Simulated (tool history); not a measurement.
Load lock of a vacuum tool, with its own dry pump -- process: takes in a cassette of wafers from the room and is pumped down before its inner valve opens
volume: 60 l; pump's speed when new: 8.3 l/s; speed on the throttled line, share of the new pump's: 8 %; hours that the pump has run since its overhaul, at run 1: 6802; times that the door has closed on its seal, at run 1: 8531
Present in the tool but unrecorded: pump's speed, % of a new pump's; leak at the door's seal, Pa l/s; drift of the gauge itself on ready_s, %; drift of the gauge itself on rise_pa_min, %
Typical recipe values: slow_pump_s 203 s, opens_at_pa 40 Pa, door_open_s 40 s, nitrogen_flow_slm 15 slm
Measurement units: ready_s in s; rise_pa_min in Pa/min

run,hour,slow_pump_s,opens_at_pa,door_open_s,nitrogen_flow_slm,hours that the pump has run since its overhaul,times that the door has closed on its seal,"incoming humidity of the room's air, %",ready_s,rise_pa_min
1,0.0,203,40,40,15,6802,8531,47.4,247.8,0.070
2,87.3,203,40,40,15,6890,8961,42.6,243.4,0.071
3,174.9,203,40,40,15,6977,9392,49.1,244.3,0.072
4,226.7,203,40,40,15,7029,9647,44.0,245.6,0.072
5,266.9,203,40,40,15,7069,9845,45.3,245.4,0.069
6,354.9,203,40,40,7,7157,10278,42.5,245.9,0.085
7,394.9,203,40,40,7,7197,10476,42.9,244.9,0.083
8,441.1,203,40,40,7,7243,10703,43.3,245.7,0.084
9,516.4,203,40,228,15,7319,11074,46.7,246.0,0.128
10,588.4,346,40,40,15,7391,11428,47.0,376.4,0.086

Run 11 has not been measured yet. What should we expect?
11,638.8,132,40,188,15,7441,11677,45.5,?,?

ready_s: 180.6 s
rise_pa_min: 0.123 Pa/min
Without the tool's hidden state the same run would have given ready_s 177.2 s, rise_pa_min 0.087 Pa/min.
